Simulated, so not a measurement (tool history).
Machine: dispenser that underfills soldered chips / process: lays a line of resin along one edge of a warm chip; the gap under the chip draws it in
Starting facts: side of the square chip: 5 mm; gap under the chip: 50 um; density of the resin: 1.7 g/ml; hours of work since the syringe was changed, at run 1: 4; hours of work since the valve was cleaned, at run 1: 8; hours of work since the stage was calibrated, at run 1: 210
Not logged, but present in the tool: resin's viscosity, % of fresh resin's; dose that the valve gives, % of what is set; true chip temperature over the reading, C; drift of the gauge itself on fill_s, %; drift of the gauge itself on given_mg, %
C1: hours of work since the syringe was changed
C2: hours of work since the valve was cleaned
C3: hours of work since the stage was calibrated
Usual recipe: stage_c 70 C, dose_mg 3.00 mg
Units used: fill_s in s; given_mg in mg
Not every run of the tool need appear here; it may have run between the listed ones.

{"run": 1, "day": 0.0, "stage_c": 70, "dose_mg": 3.0, "C1": 4, "C2": 8, "C3": 210, "fill_s": 31.4, "given_mg": 2.998}
{"day": 0.1, "done": "new syringe of resin"}
{"run": 2, "day": 0.317, "stage_c": 70, "dose_mg": 3.0, "C1": 4, "C2": 14, "C3": 215, "fill_s": 30.3, "given_mg": 2.989}
{"day": 0.429, "done": "new syringe of resin"}
{"day": 0.758, "done": "new syringe of resin"}
{"run": 3, "day": 0.921, "stage_c": 70, "dose_mg": 3.0, "C1": 3, "C2": 24, "C3": 225, "fill_s": 29.5, "given_mg": 2.952}
{"day": 1.1, "done": "new syringe of resin"}
{"run": 4, "day": 1.346, "stage_c": 70, "dose_mg": 2.89, "C1": 4, "C2": 31, "C3": 232, "fill_s": 32.1, "given_mg": 2.842}
{"day": 1.429, "done": "new syringe of resin"}
{"day": 1.762, "done": "new syringe of resin"}
{"run": 5, "day": 1.904, "stage_c": 70, "dose_mg": 2.89, "C1": 2, "C2": 40, "C3": 241, "fill_s": 30.1, "given_mg": 2.819}
{"day": 2.108, "done": "new syringe of resin"}
{"day": 2.446, "done": "new syringe of resin"}
{"run": 6, "day": 2.488, "stage_c": 70, "dose_mg": 2.89, "C1": 1, "C2": 50, "C3": 251, "fill_s": 28.6, "given_mg": 2.802}
{"day": 2.8, "done": "new syringe of resin"}
{"run": 7, "day": 2.854, "stage_c": 70, "dose_mg": 2.89, "C1": 1, "C2": 56, "C3": 257, "fill_s": 27.8, "given_mg": 2.793}
{"day": 3.162, "done": "new syringe of resin"}
{"run": 8, "day": 3.396, "stage_c": 70, "dose_mg": 2.89, "C1": 4, "C2": 65, "C3": 266, "fill_s": 31.6, "given_mg": 2.782}
{"day": 3.512, "done": "new syringe of resin"}
{"day": 3.796, "done": "dispensing valve cleaned and set on the balance"}
{"day": 3.925, "done": "new syringe of resin"}
{"run": 9, "day": 3.992, "stage_c": 70, "dose_mg": 3.0, "C1": 1, "C2": 3, "C3": 275, "fill_s": 28.5, "given_mg": 2.987}
{"day": 4.292, "done": "new syringe of resin"}
{"run": 10, "day": 4.479, "stage_c": 70, "dose_mg": 3.0, "C1": 3, "C2": 11, "C3": 283, "fill_s": 29.4, "given_mg": 2.981}
{"day": 4.638, "done": "new syringe of resin"}
{"day": 4.971, "done": "new syringe of resin"}
{"run": 11, "day": 5.088, "stage_c": 70, "dose_mg": 3.61, "C1": 2, "C2": 21, "C3": 293, "fill_s": 27.6, "given_mg": 3.566}
{"day": 5.338, "done": "new syringe of resin"}
{"run": 12, "day": 5.45, "stage_c": 70, "dose_mg": 3.61, "C1": 2, "C2": 27, "C3": 299, "fill_s": 28.0, "given_mg": 3.555}
{"day": 5.692, "done": "new syringe of resin"}
{"day": 6.025, "done": "new syringe of resin"}
{"run": 13, "day": 6.025, "stage_c": 70, "dose_mg": 3.61, "C1": 0, "C2": 37, "C3": 309, "fill_s": 26.2, "given_mg": 3.529}
{"day": 6.358, "done": "new syringe of resin"}
{"run": 14, "day": 6.575, "stage_c": 70, "dose_mg": 3.61, "C1": 4, "C2": 46, "C3": 318, "fill_s": 30.3, "given_mg": 3.511}
{"day": 6.688, "done": "new syringe of resin"}
{"run": 15, "day": 6.958, "stage_c": 70, "dose_mg": 3.61, "C1": 5, "C2": 53, "C3": 325, "fill_s": 31.4, "given_mg": 3.481}
{"day": 7.054, "done": "new syringe of resin"}
{"run": 16, "day": 7.358, "stage_c": 70, "dose_mg": 3.54, "C1": 5, "C2": 59, "C3": 331, "fill_s": 32.2, "given_mg": 3.406}

Expected results for the next run?
{"day": 7.421, "done": "new syringe of resin"}
{"day": 7.804, "done": "new syringe of resin"}
{"run": 17, "day": 7.921, "stage_c": 70, "dose_mg": 3.0, "C1": 2, "C2": 69, "C3": 341, "fill_s": "?", "given_mg": "?"}

fill_s: 28.2 s
given_mg: 2.882 mg
If the tool had no hidden condition, the same run with the same run-to-run variation would have returned fill_s 27.1 s, given_mg 3.013 mg.
